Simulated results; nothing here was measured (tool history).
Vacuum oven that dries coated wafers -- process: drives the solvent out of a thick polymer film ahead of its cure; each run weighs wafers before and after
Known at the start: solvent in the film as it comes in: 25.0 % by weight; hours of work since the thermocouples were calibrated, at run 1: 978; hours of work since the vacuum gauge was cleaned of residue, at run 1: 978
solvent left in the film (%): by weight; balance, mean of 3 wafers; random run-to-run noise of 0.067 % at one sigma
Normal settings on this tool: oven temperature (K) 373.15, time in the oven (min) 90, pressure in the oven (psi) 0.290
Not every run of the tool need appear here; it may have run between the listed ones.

| run | hour | oven temperature (K) | time in the oven (min) | pressure in the oven (psi) | hours of work since the thermocouples were calibrated | hours of work since the vacuum gauge was cleaned of residue | solvent left in the film (%) |
|---|---|---|---|---|---|---|---|
| 1 | 0.0 | 373.15 | 90 | 0.290 | 978 | 978 | 6.69 |
| 2 | 66.9 | 373.15 | 90 | 0.290 | 1013 | 1013 | 6.70 |
| 3 | 171.8 | 373.15 | 90 | 0.290 | 1067 | 1067 | 6.76 |
| 4 | 262.1 | 373.15 | 65 | 0.290 | 1114 | 1114 | 8.68 |
| 5 | 386.3 | 373.15 | 65 | 0.290 | 1178 | 1178 | 8.66 |
| 6 | 468.8 | 373.15 | 90 | 0.184 | 1220 | 1220 | 5.80 |
| 7 | 579.2 | 373.15 | 90 | 0.184 | 1277 | 1277 | 5.93 |
| 8 | 691.6 | 373.15 | 90 | 0.184 | 1336 | 1336 | 5.99 |
| 9 | 744.0 | 373.15 | 90 | 0.184 | 1363 | 1363 | 6.04 |
| 10 | 856.0 | 373.15 | 90 | 0.184 | 1421 | 1421 | 5.99 |
| 11 | 929.3 | 373.15 | 90 | 0.189 | 1458 | 1458 | 6.04 |
| 12 | 1051.2 | 379.15 | 90 | 0.290 | 1521 | 1521 | 5.18 |
| 13 | 1127.5 | 373.15 | 90 | 0.534 | 1561 | 1561 | 9.45 |
| 14 | 1204.1 | 373.15 | 90 | 0.534 | 1601 | 1601 | 9.43 |
|  | 1295.0 | vacuum gauge cleaned of residue and calibrated |
| 15 | 1295.1 | 373.15 | 90 | 0.534 | 1647 | 0 | 9.72 |
|  | 1315.3 | oven's thermocouples calibrated |
| 16 | 1373.8 | 373.15 | 90 | 0.534 | 30 | 40 | 8.67 |
| 17 | 1455.0 | 373.15 | 63 | 0.534 | 72 | 82 | 10.49 |
| 18 | 1576.6 | 373.15 | 122 | 0.534 | 135 | 145 | 7.85 |
| 19 | 1652.0 | 373.15 | 122 | 0.534 | 174 | 184 | 7.78 |
| 20 | 1772.5 | 373.15 | 122 | 0.534 | 236 | 246 | 7.84 |
| 21 | 1877.2 | 373.15 | 122 | 0.534 | 290 | 300 | 7.82 |
| 22 | 1948.8 | 373.15 | 122 | 0.534 | 327 | 337 | 7.94 |
|  | 2068.2 | vacuum gauge cleaned of residue and calibrated, once more |
| 23 | 2077.1 | 373.15 | 122 | 0.534 | 393 | 5 | 6.84 |
| 24 | 2138.1 | 373.15 | 90 | 0.278 | 425 | 36 | 5.76 |
| 25 | 2264.0 | 373.15 | 90 | 0.303 | 490 | 101 | 5.95 |
| 26 | 2388.0 | 387.15 | 66 | 0.463 | 554 | 165 | 4.47 |
| 27 | 2452.1 | 387.15 | 66 | 0.463 | 587 | 198 | 4.62 |
| 28 | 2530.1 | 373.15 | 125 | 0.180 | 627 | 239 | 3.48 |
| 29 | 2585.5 | 380.15 | 90 | 0.326 | 656 | 267 | 4.31 |
| 30 | 2662.3 | 382.15 | 93 | 0.290 | 696 | 307 | 3.45 |
| 31 | 2724.1 | 388.15 | 101 | 0.165 | 728 | 339 | 1.53 |
| 32 | 2820.5 | 386.15 | 54 | 0.792 | 777 | 389 | 7.80 |
| 33 | 2931.1 | 365.15 | 107 | 0.457 | 835 | 446 | 10.14 |
| 34 | 3015.8 | 365.15 | 119 | 0.189 | 878 | 490 | 6.36 |
| 35 | 3084.8 | 381.15 | 75 | 0.505 | 914 | 525 | 6.12 |
| 36 | 3184.8 | 381.15 | 121 | 0.206 | 966 | 577 | 2.41 |
| 37 | 3284.9 | 380.15 | 90 | 0.202 | 1017 | 629 | 3.45 |
| 38 | 3343.4 | 371.15 | 115 | 0.347 | 1048 | 659 | 6.31 |
| 39 | 3443.8 | 371.15 | 115 | 0.347 | 1100 | 711 | 6.54 |
| 40 | 3543.1 | 371.15 | 115 | 0.347 | 1151 | 762 | 6.39 |
| 41 | 3634.5 | 371.15 | 115 | 0.347 | 1198 | 810 | 6.62 |
| 42 | 3699.2 | 384.15 | 90 | 0.290 | 1232 | 843 | 3.37 |
| 43 | 3797.5 | 384.15 | 139 | 0.290 | 1282 | 894 | 2.57 |
| 44 | 3904.8 | 384.15 | 142 | 0.218 | 1338 | 949 | 2.07 |
| 45 | 3962.1 | 378.15 | 107 | 0.218 | 1367 | 979 | 3.58 |
| 46 | 4020.7 | 378.15 | 107 | 0.218 | 1398 | 1009 | 3.63 |

Predict each of these 3 candidate next runs independently; none follows another, all start after run 46:
| A | 4130.1 | 373.15 | 90 | 0.830 | 1454 | 1066 | ? |
| B | 4130.1 | 383.15 | 107 | 0.278 | 1454 | 1066 | ? |
| C | 4130.1 | 380.15 | 46 | 0.605 | 1454 | 1066 | ? |

| run | solvent left in the film (%) |
|---|---|
| A | 11.65 |
| B | 3.09 |
| C | 10.15 |
Without the tool's hidden state the same runs would have given:
| run | solvent left in the film (%) |
|---|---|
| A | 10.76 |
| B | 2.59 |
| C | 9.45 |
